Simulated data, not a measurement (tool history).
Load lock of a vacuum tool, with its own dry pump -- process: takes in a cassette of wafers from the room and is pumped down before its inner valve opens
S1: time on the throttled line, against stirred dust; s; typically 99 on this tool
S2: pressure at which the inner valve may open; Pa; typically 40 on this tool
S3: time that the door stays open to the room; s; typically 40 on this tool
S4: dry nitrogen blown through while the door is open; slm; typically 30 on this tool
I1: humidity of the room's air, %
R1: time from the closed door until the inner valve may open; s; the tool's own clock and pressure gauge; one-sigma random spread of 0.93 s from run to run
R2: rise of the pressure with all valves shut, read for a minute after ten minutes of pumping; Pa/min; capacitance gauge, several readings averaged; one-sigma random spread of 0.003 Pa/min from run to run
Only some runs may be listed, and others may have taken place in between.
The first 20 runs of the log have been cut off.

run 21 hour=6520.8 | S1=66 S2=49 S3=40 S4=29 | I1=46.4 | R1=194.9 R2=0.157
run 22 hour=6780.5 | S1=99 S2=77 S3=40 S4=8 | I1=43.6 | R1=211.9 R2=0.172
run 23 hour=7182.8 | S1=99 S2=40 S3=31 S4=30 | I1=41.8 | R1=222.5 R2=0.183
run 24 hour=7379.2 | S1=99 S2=31 S3=40 S4=20 | I1=46.6 | R1=228.3 R2=0.19
run 25 hour=7727.7 | S1=99 S2=40 S3=171 S4=30 | I1=46.7 | R1=223.6 R2=0.204
run 26 hour=7991.6 | S1=62 S2=34 S3=40 S4=30 | I1=45.5 | R1=198.9 R2=0.217
-- hour=8081.4 door's seal changed, seat wiped
run 27 hour=8297.9 | S1=62 S2=34 S3=40 S4=30 | I1=43.3 | R1=198.5 R2=0.01
run 28 hour=8513.9 | S1=99 S2=75 S3=40 S4=6 | I1=43.5 | R1=211.4 R2=0.024
run 29 hour=8938.2 | S1=99 S2=35 S3=40 S4=5 | I1=45.3 | R1=227.1 R2=0.031
run 30 hour=9272.3 | S1=99 S2=30 S3=134 S4=7 | I1=43.1 | R1=232.3 R2=0.044
run 31 hour=9486 | S1=124 S2=47 S3=39 S4=7 | I1=45.6 | R1=240.8 R2=0.029
run 32 hour=9875.8 | S1=99 S2=31 S3=76 S4=28 | I1=45 | R1=231.2 R2=0.03
run 33 hour=10179.8 | S1=53 S2=31 S3=69 S4=28 | I1=44.9 | R1=197.1 R2=0.035
run 34 hour=10489.1 | S1=53 S2=31 S3=69 S4=28 | I1=40.9 | R1=195.4 R2=0.039
run 35 hour=10949.1 | S1=156 S2=40 S3=62 S4=27 | I1=45.2 | R1=268.4 R2=0.04
run 36 hour=11162.4 | S1=172 S2=47 S3=224 S4=19 | I1=46.9 | R1=279.6 R2=0.066

5 ways to go on from here, each from the tool as it stands after run 36. What would each give?
run A hour=11437.1 | S1=99 S2=60 S3=40 S4=30 | I1=44.7 | R1=? R2=?
run B hour=11437.1 | S1=99 S2=45 S3=26 S4=4 | I1=46.1 | R1=? R2=?
run C hour=11437.1 | S1=87 S2=47 S3=224 S4=9 | I1=45.1 | R1=? R2=?
run D hour=11437.1 | S1=59 S2=54 S3=40 S4=30 | I1=44.9 | R1=? R2=?
run E hour=11437.1 | S1=64 S2=40 S3=164 S4=27 | I1=46.1 | R1=? R2=?

run=A R1=220.3 R2=0.049
run=B R1=226.7 R2=0.059
run=C R1=215.4 R2=0.08
run=D R1=192.2 R2=0.053
run=E R1=202.5 R2=0.063
The same runs, with their run-to-run variation unchanged, on a tool lacking any hidden condition would have given:
run=A R1=205.6 R2=0.008
run=B R1=211.2 R2=0.018
run=C R1=199.8 R2=0.039
run=D R1=176 R2=0.012
run=E R1=185.8 R2=0.022
